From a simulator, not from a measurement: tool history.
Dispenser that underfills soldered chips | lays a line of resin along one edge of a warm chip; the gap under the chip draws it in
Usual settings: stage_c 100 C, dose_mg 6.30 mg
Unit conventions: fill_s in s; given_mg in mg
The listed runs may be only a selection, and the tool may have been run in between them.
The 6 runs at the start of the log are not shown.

run	hour	stage_c	dose_mg	hours of work since the syringe was changed	hours of work since the valve was cleaned	hours of work since the stage was calibrated	fill_s	given_mg
# hour 28.8: dispensing valve cleaned and set on the balance
7	33.3	100	6.30	10	3	239	103.1	6.31
# hour 36.2: new syringe of resin
8	39.3	100	6.30	2	7	243	72.4	6.27
9	46.0	100	6.30	7	12	248	91.5	6.25
10	51.5	100	6.30	11	16	252	109.6	6.24
# hour 52.8: new syringe of resin
11	57.3	100	7.28	3	20	256	76.0	7.18
12	62.3	100	7.28	7	24	260	90.8	7.20
13	66.8	100	7.28	10	27	263	102.7	7.12
# hour 69.1: new syringe of resin
14	71.6	87	6.30	2	31	266	120.5	6.18
15	76.0	100	7.88	5	34	269	83.1	7.73
16	80.6	91	6.30	8	37	273	141.1	6.13
# hour 85.3: new syringe of resin
17	87.2	91	6.30	1	42	278	98.9	6.15
18	92.1	91	6.30	5	46	281	119.9	6.15
# hour 96.0: dispensing valve cleaned and set on the balance
19	96.3	110	6.01	7	0	283	62.9	6.05
20	100.9	105	5.79	11	4	287	90.2	5.87
# hour 103.0: new syringe of resin
21	107.8	96	6.58	4	8	292	88.2	6.58
22	110.9	96	6.58	6	11	294	99.7	6.55
23	117.9	113	8.17	11	16	299	65.0	8.10
# hour 119.4: new syringe of resin
24	124.7	92	7.52	4	21	304	107.8	7.46
25	129.8	109	7.25	8	24	308	67.4	7.17
26	133.2	89	7.34	10	27	310	164.8	7.25
# hour 135.7: new syringe of resin
27	137.3	89	7.34	1	30	313	105.9	7.26
28	141.0	89	7.34	4	32	315	120.2	7.29
29	144.5	89	7.34	6	35	318	135.0	7.22
30	149.5	89	5.76	10	39	322	160.9	5.66

Run 31 has not been measured yet. What should we expect?
# hour 152.3: new syringe of resin
31	155.6	108	7.47	2	43	326	?	?

fill_s: 53.0 s
given_mg: 7.31 mg
On a tool with no hidden condition, and with the same random variation, this run would have come out at fill_s 43.7 s, given_mg 7.44 mg.
